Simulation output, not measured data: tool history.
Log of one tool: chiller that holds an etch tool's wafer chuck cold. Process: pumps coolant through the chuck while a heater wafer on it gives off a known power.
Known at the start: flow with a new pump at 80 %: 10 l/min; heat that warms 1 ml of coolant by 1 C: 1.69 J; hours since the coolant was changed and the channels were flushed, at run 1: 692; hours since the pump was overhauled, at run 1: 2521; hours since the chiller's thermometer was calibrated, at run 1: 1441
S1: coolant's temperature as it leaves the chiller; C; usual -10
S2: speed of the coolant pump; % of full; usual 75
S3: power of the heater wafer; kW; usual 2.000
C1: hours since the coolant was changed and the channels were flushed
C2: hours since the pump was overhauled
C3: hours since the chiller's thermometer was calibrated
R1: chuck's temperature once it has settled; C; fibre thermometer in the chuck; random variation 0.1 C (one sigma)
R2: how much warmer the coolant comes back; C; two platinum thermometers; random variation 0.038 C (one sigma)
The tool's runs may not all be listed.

run	hour	S1	S2	S3	C1	C2	C3	R1	R2
1	0.0	-10	75	2.000	692	2521	1441	16.4	7.60
2	105.5	-10	75	2.000	797	2627	1547	16.6	7.59
3	198.9	-10	96	2.000	891	2720	1640	11.9	5.94
4	260.2	-10	96	2.000	952	2782	1701	12.0	5.93
5	363.9	-10	96	2.000	1056	2885	1805	12.0	5.99
6	477.9	-10	73	2.000	1170	2999	1919	17.1	7.78
7	588.7	-10	73	2.000	1281	3110	2030	16.8	7.77
8	697.8	-16	73	2.000	1390	3219	2139	10.9	7.72
9	808.4	-10	75	2.000	1500	3330	2249	16.5	7.59
10	931.6	-10	90	2.000	1624	3453	2373	13.1	6.31
11	1020.8	-10	90	2.000	1713	3542	2462	12.9	6.28
12	1080.1	-10	90	2.000	1772	3602	2521	13.1	6.32
13	1200.0	-19	75	2.000	1892	3721	2641	7.6	7.62
14	1274.1	-19	75	2.000	1966	3796	2715	7.5	7.57
15	1374.7	-1	75	2.000	2067	3896	2816	25.4	7.58
16	1447.4	-13	75	2.000	2139	3969	2888	13.6	7.57
17	1500.6	-13	75	2.000	2193	4022	2942	13.3	7.55
18	1613.2	-13	70	1.492	2305	4135	3054	7.9	6.06
19	1736.7	-13	75	2.657	2429	4258	3178	22.1	10.04
20	1790.5	-18	75	2.657	2482	4312	3232	17.3	10.04
21	1887.4	-18	75	2.657	2579	4409	3329	17.3	10.04
22	1968.8	-18	75	2.657	2661	4490	3410	17.1	10.03
23	2043.7	-10	86	2.000	2736	4565	3485	13.7	6.68
24	2148.9	-16	86	1.308	2841	4670	3590	-0.5	4.33
25	2254.8	-15	76	2.000	2947	4776	3696	11.3	7.52
26	2347.3	-15	76	2.000	3039	4869	3788	11.1	7.42
27	2462.2	-15	76	2.000	3154	4984	3903	11.3	7.41
28	2520.9	-15	76	2.000	3213	5042	3962	11.3	7.48
29	2615.3	-15	76	1.384	3307	5137	4056	3.1	5.16
30	2719.1	-11	87	2.847	3411	5241	4160	22.7	9.38
31	2842.8	-11	87	2.847	3535	5364	4284	22.7	9.29

Forecast each of these 4 alternatives for the next run:
A	2927.9	-4	76	1.476	3620	5449	4369	?	?
B	2927.9	-20	75	2.471	3620	5449	4369	?	?
C	2927.9	-10	69	1.891	3620	5449	4369	?	?
D	2927.9	-1	79	2.847	3620	5449	4369	?	?

run	R1	R2
A	15.4	5.51
B	12.6	9.32
C	16.8	7.87
D	35.3	10.20
Without the tool's hidden state the same runs would have given:
run	R1	R2
A	15.4	5.51
B	12.6	9.32
C	16.7	7.87
D	35.3	10.19

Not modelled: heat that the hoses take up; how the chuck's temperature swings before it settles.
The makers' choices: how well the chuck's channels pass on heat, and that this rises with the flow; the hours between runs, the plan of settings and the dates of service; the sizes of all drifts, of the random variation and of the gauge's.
